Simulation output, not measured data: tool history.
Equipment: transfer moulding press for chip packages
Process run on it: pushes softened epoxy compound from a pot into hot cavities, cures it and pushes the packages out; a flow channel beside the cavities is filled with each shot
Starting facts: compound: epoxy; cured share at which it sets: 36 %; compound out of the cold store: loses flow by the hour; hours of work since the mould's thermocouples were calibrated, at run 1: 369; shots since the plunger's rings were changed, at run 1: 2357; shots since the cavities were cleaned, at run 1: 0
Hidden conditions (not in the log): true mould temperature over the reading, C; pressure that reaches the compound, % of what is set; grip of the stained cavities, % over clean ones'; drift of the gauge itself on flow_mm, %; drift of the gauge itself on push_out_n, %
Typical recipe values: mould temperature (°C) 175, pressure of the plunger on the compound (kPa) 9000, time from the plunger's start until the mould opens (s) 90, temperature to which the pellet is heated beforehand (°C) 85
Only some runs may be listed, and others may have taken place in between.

run	hour	mould temperature (°C)	pressure of the plunger on the compound (kPa)	time from the plunger's start until the mould opens (s)	temperature to which the pellet is heated beforehand (°C)	hours of work since the mould's thermocouples were calibrated	shots since the plunger's rings were changed	shots since the cavities were cleaned	incoming compound's hours out of the cold store	length that the compound runs in the flow channel (mm)	greatest force on the pins that push the packages out (N)
1	0	175	9000	90	85	369	2357	0	18.6	511	424
2	35.8	175	9000	90	85	395	2832	475	34.7	479	721
# hour 56.7: cavities cleaned with cleaning compound and waxed
3	70	175	9000	90	79	419	3267	177	32.6	476	603
4	105.8	175	9000	90	79	446	3742	652	33.4	474	806
# hour 112.9: cavities cleaned with cleaning compound and waxed
5	142.5	175	9000	90	79	471	4209	393	26.1	486	745
# hour 153.8: plunger's sealing rings changed
# hour 172.1: cavities cleaned with cleaning compound and waxed
6	172.9	175	10500	90	79	491	232	10	39.4	527	400
7	189.8	175	10500	90	79	503	457	235	28.7	546	619
8	222.8	175	10500	90	79	527	895	673	41.1	518	808
# hour 228: cavities cleaned with cleaning compound and waxed
9	251.1	175	10500	90	79	547	1250	305	21.8	552	660
# hour 256.3: mould's thermocouples calibrated
10	281	175	8380	90	79	18	1621	676	21.5	491	809
# hour 287.5: cavities cleaned with cleaning compound and waxed
11	314.2	175	7360	82	77	41	2042	354	21.6	457	864
12	341.3	181	9000	90	90	61	2401	713	29	483	631
# hour 345.1: cavities cleaned with cleaning compound and waxed
13	361.5	173	8330	96	81	75	2650	218	19.4	486	604
# hour 384.7: mould's thermocouples calibrated, once more
# hour 403.1: cavities cleaned with cleaning compound and waxed
14	403.1	175	9000	122	79	12	3155	0	15.4	507	292
15	431.1	175	9000	122	79	33	3527	372	8.7	516	495
# hour 460.3: cavities cleaned with cleaning compound and waxed
16	464.8	175	10000	83	85	56	3954	60	43.4	486	561
17	486.6	175	10000	83	85	72	4244	350	8.5	543	869

Each row is a separate what-if for the run after 17, all from the same tool condition, not one after another. Results?
# hour 496.1: plunger's sealing rings changed
A	510.4	171	10000	83	92	88	190	633	45.2	?	?
# hour 496.1: plunger's sealing rings changed
B	510.4	168	10000	83	85	88	190	633	44	?	?
# hour 496.1: plunger's sealing rings changed
C	510.4	178	7100	89	85	88	190	633	24.2	?	?
# hour 496.1: plunger's sealing rings changed
D	510.4	175	8690	71	81	88	190	633	41.5	?	?

run	length that the compound runs in the flow channel (mm)	greatest force on the pins that push the packages out (N)
A	513	1243
B	523	1604
C	449	718
D	480	1399
With no hidden state in the tool, these same runs would have given:
run	length that the compound runs in the flow channel (mm)	greatest force on the pins that push the packages out (N)
A	515	625
B	525	801
C	451	360
D	482	700
